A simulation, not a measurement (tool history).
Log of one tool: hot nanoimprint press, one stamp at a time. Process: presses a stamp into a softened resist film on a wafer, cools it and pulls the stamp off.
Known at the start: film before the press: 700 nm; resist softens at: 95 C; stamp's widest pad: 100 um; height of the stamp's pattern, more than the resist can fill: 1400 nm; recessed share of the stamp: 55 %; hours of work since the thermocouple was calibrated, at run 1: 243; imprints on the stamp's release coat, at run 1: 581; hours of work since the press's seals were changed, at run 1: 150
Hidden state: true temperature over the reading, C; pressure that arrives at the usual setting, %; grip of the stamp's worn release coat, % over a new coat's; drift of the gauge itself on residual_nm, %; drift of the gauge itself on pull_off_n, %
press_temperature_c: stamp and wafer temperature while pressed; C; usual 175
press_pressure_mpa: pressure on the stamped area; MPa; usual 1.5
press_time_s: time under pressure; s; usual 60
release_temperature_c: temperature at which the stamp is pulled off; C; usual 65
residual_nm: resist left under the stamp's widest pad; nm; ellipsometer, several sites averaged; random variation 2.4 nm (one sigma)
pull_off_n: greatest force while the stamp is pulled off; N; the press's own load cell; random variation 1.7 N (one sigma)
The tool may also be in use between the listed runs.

| run | hour | press_temperature_c | press_pressure_mpa | press_time_s | release_temperature_c | hours of work since the thermocouple was calibrated | imprints on the stamp's release coat | hours of work since the press's seals were changed | residual_nm | pull_off_n |
|---|---|---|---|---|---|---|---|---|---|---|
| 1 | 0 | 175 | 1.5 | 60 | 65 | 243 | 581 | 150 | 409.1 | 109 |
| 2 | 25.3 | 175 | 1.5 | 60 | 65 | 256 | 657 | 163 | 405.7 | 108 |
| 3 | 49.7 | 175 | 1.5 | 60 | 65 | 268 | 731 | 175 | 408.1 | 108 |
| 4 | 75.8 | 175 | 1.5 | 60 | 65 | 281 | 810 | 188 | 412.6 | 106 |
| 5 | 96 | 175 | 1.5 | 60 | 65 | 291 | 871 | 198 | 412.7 | 111 |
| 6 | 113.4 | 175 | 1.5 | 60 | 65 | 300 | 924 | 207 | 409.4 | 110 |
|  | 131.3 | stamp cleaned and given a new release coat |
| 7 | 132.8 | 175 | 1.5 | 60 | 65 | 306 | 4 | 214 | 414.4 | 97 |
| 8 | 150.9 | 175 | 1.5 | 60 | 65 | 315 | 59 | 223 | 410.6 | 102 |
| 9 | 174.5 | 175 | 1.5 | 60 | 65 | 327 | 130 | 234 | 413.5 | 99 |
| 10 | 190.7 | 175 | 1.5 | 60 | 65 | 335 | 179 | 242 | 410.2 | 100 |
| 11 | 201.7 | 175 | 1.5 | 60 | 65 | 341 | 213 | 248 | 411.5 | 102 |
| 12 | 221.7 | 175 | 1.5 | 68 | 65 | 351 | 273 | 258 | 397.8 | 105 |
| 13 | 247.4 | 175 | 1.5 | 68 | 65 | 363 | 351 | 271 | 395 | 105 |
| 14 | 259.4 | 175 | 1.5 | 60 | 65 | 369 | 387 | 277 | 413.1 | 107 |
| 15 | 284.5 | 165 | 1.5 | 60 | 65 | 382 | 463 | 289 | 546.2 | 106 |
|  | 289 | plate thermocouple calibrated |
| 16 | 298.3 | 172 | 1.41 | 43 | 59 | 5 | 496 | 295 | 520.8 | 122 |
| 17 | 312.4 | 178 | 2.15 | 60 | 66 | 12 | 539 | 302 | 340.2 | 107 |
| 18 | 326.1 | 173 | 1.53 | 55 | 61 | 19 | 580 | 308 | 469.3 | 123 |
| 19 | 345.2 | 173 | 1.53 | 55 | 61 | 28 | 638 | 318 | 467.9 | 117 |
| 20 | 362.7 | 178 | 1.49 | 60 | 65 | 37 | 691 | 327 | 387.9 | 111 |
|  | 385.8 | plate thermocouple calibrated, once more |
| 21 | 390.3 | 178 | 1.49 | 60 | 65 | 2 | 765 | 339 | 352.8 | 106 |
| 22 | 403.7 | 184 | 1.49 | 57 | 65 | 9 | 806 | 346 | 287.4 | 104 |
| 23 | 426 | 184 | 1.49 | 57 | 65 | 20 | 873 | 357 | 288.4 | 107 |

The next listed run, before its measurement:
| 24 | 442.9 | 184 | 1.49 | 57 | 65 | 28 | 924 | 365 | ? | ? |

residual_nm: 293 nm
pull_off_n: 107 N
Without the tool's hidden state the same run would have given residual_nm 290.5 nm, pull_off_n 98 N.

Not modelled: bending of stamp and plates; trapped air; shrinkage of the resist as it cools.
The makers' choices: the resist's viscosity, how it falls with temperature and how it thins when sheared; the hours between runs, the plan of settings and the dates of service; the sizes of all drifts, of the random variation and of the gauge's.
